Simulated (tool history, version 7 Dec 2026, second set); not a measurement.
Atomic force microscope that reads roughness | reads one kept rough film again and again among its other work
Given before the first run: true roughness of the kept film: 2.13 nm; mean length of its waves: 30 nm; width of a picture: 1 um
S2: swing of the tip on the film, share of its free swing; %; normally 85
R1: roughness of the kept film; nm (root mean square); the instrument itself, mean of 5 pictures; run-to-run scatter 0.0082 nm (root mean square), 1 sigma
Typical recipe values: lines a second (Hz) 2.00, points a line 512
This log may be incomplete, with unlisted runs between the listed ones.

Run 1, hour 0.0: usual settings. Result: R1 1.759 nm (root mean square).
Run 2, hour 18.2: usual settings. Result: R1 1.730 nm (root mean square).
Run 3, hour 41.6: usual settings. Result: R1 1.713 nm (root mean square).
Run 4, hour 75.7: usual settings but points a line 293. Result: R1 1.673 nm (root mean square).
Run 5, hour 110.5: usual settings but points a line 293. Result: R1 1.637 nm (root mean square).
Run 6, hour 126.1: usual settings but points a line 293. Result: R1 1.618 nm (root mean square).
Run 7, hour 156.8: usual settings but points a line 293. Result: R1 1.595 nm (root mean square).
Run 8, hour 186.1: usual settings but points a line 293. Result: R1 1.576 nm (root mean square).
Run 9, hour 211.7: usual settings but lines a second (Hz) 1.30. Result: R1 1.617 nm (root mean square).
Run 10, hour 233.9: usual settings but lines a second (Hz) 3.13. Result: R1 1.469 nm (root mean square).
Run 11, hour 254.6: usual settings but lines a second (Hz) 3.13. Result: R1 1.467 nm (root mean square).
Run 12, hour 272.4: usual settings but lines a second (Hz) 3.13, points a line 284. Result: R1 1.442 nm (root mean square).
At hour 276.0: height scale calibrated on a step standard.
Run 13, hour 293.0: usual settings but points a line 565. Result: R1 1.506 nm (root mean square).
Run 14, hour 324.6: usual settings but points a line 565. Result: R1 1.488 nm (root mean square).
Run 15, hour 345.5: usual settings but lines a second (Hz) 2.84. Result: R1 1.417 nm (root mean square).
Run 16, hour 378.1: usual settings but lines a second (Hz) 2.84, points a line 988. Result: R1 1.400 nm (root mean square).
Run 17, hour 397.2: usual settings but lines a second (Hz) 0.56. Result: R1 1.533 nm (root mean square).
At hour 400.8: new tip fitted.
At hour 423.8: height scale calibrated on a step standard, once more.
Run 18, hour 432.0: usual settings but lines a second (Hz) 0.99, S2 81 %. Result: R1 1.845 nm (root mean square).
Run 19, hour 448.9: usual settings but lines a second (Hz) 0.99, S2 81 %. Result: R1 1.830 nm (root mean square).
Run 20, hour 467.3: usual settings but lines a second (Hz) 1.21, S2 65 %, points a line 470. Result: R1 1.839 nm (root mean square).
Run 21, hour 488.7: usual settings but lines a second (Hz) 1.21, S2 65 %, points a line 470. Result: R1 1.833 nm (root mean square).
Run 22, hour 514.9: usual settings but lines a second (Hz) 3.51, S2 69 %, points a line 539. Result: R1 1.718 nm (root mean square).
Run 23, hour 544.3: usual settings but lines a second (Hz) 3.51, S2 69 %, points a line 938. Result: R1 1.680 nm (root mean square).

Alternative continuations, all from the tool just after run 23; predict every row:
Run A, hour 578.6: usual settings but lines a second (Hz) 1.07, S2 70 %, points a line 406. Result: R1 ?.
Run B, hour 578.6: usual settings but lines a second (Hz) 0.54, S2 70 %, points a line 938. Result: R1 ?.
Run C, hour 578.6: usual settings but points a line 609. Result: R1 ?.

run     R1
  A  1.722
  B  1.750
  C  1.629
Take away the tool's hidden state, keep each run's random variation, and the runs would have read:
run     R1
  A  1.894
  B  1.924
  C  1.791
